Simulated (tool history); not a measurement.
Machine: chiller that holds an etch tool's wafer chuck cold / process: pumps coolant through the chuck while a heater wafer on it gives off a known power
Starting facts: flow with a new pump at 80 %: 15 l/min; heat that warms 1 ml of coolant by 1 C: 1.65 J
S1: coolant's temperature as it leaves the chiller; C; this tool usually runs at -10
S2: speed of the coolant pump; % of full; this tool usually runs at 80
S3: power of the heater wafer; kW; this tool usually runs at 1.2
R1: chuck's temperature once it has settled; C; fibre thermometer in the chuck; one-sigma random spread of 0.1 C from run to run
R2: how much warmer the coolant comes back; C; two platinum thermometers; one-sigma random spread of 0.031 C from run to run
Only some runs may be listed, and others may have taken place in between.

run     day   S1  S2     S3     R1    R2
  1       0  -10  80    1.2   -0.7  3.05
  2   3.696  -10  80    1.2   -0.5  3.05
  3   7.438  -18  80    1.2   -8.7  3.05
  4  11.729  -18  80  0.987  -10.3  2.41
  5  13.629  -18  80  0.987  -10.2  2.48
  6    16.2  -18  80  0.987  -10.2  2.54
  7    18.6  -10  80    1.2   -0.3  3.03
  8  21.592  -10  69    1.2    0.8  3.56
  9  24.058  -10  69    1.2    0.7  3.58
 10    25.8  -10  69  1.043   -0.9  3.14
 11   29.35  -10  80    1.2   -0.6     3
 12  31.796  -10  80    1.2   -0.3  3.05
 13  34.492  -10  80    1.2   -0.5  3.04
 14  36.292   -1  80    1.2    8.7  3.02
 15  38.804   -1  80    1.2    8.8  3.03
 16  41.629   -1  80    1.2    8.9  3.07
 17  43.454   -9  80  0.671   -3.8  1.76
 18  47.012  -10  87  0.603   -5.8  1.38
 19   49.75   -6  62  0.738    1.4  2.52
 20  52.383   -4  76  1.144    6.2  3.19
 21  55.325  -10  70  1.479    3.9  4.41
 22  58.796   -9  70  1.797      8  5.36
 23  62.738   -9  70  1.797    7.9  5.39
 24  64.529   -6  80  1.274    4.8  3.29
 25  68.271   -6  80  1.274    4.9  3.26
 26  72.412   -6  80  0.885    0.8  2.27
 27  74.533  -18  90  1.706   -5.7  3.95
 28    77.4  -18  90  1.706   -5.8  3.87
 29  81.612  -18  90  1.706   -5.8  3.92
 30  85.742  -10  64  1.145    0.6  3.84
 31  87.808   -9  69  1.449    3.6  4.53
 32  90.567   -7  94  1.253    1.6  2.77

The log once held 2 entries between its listed runs, left out of this copy. Where does each go, and what is different about the tool's unlogged condition between the listed run before it and the listed run after it?
After run 19, before run 20: chiller's thermometer calibrated (day 50.958)
  heat passed by the chuck's channels, % of clean ones': 89.1 -> 89; flow at a given pump speed, % of a new pump's: 94.4 -> 94.2; coolant's true temperature over the reading, C: -0.41 -> 0
  what was measured, less what the result would be without the hidden state, R1: +0.5 -> +1.3 C; R2: +0.15 -> +0.18 C
After run 25, before run 26: coolant changed, channels flushed (day 69.771)
  heat passed by the chuck's channels, % of clean ones': 88.3 -> 99.6; flow at a given pump speed, % of a new pump's: 93.3 -> 93.1; coolant's true temperature over the reading, C: -0.06 -> -0.07
  what was measured, less what the result would be without the hidden state, R1: +1.5 -> +0.3 C; R2: +0.22 -> +0.16 C
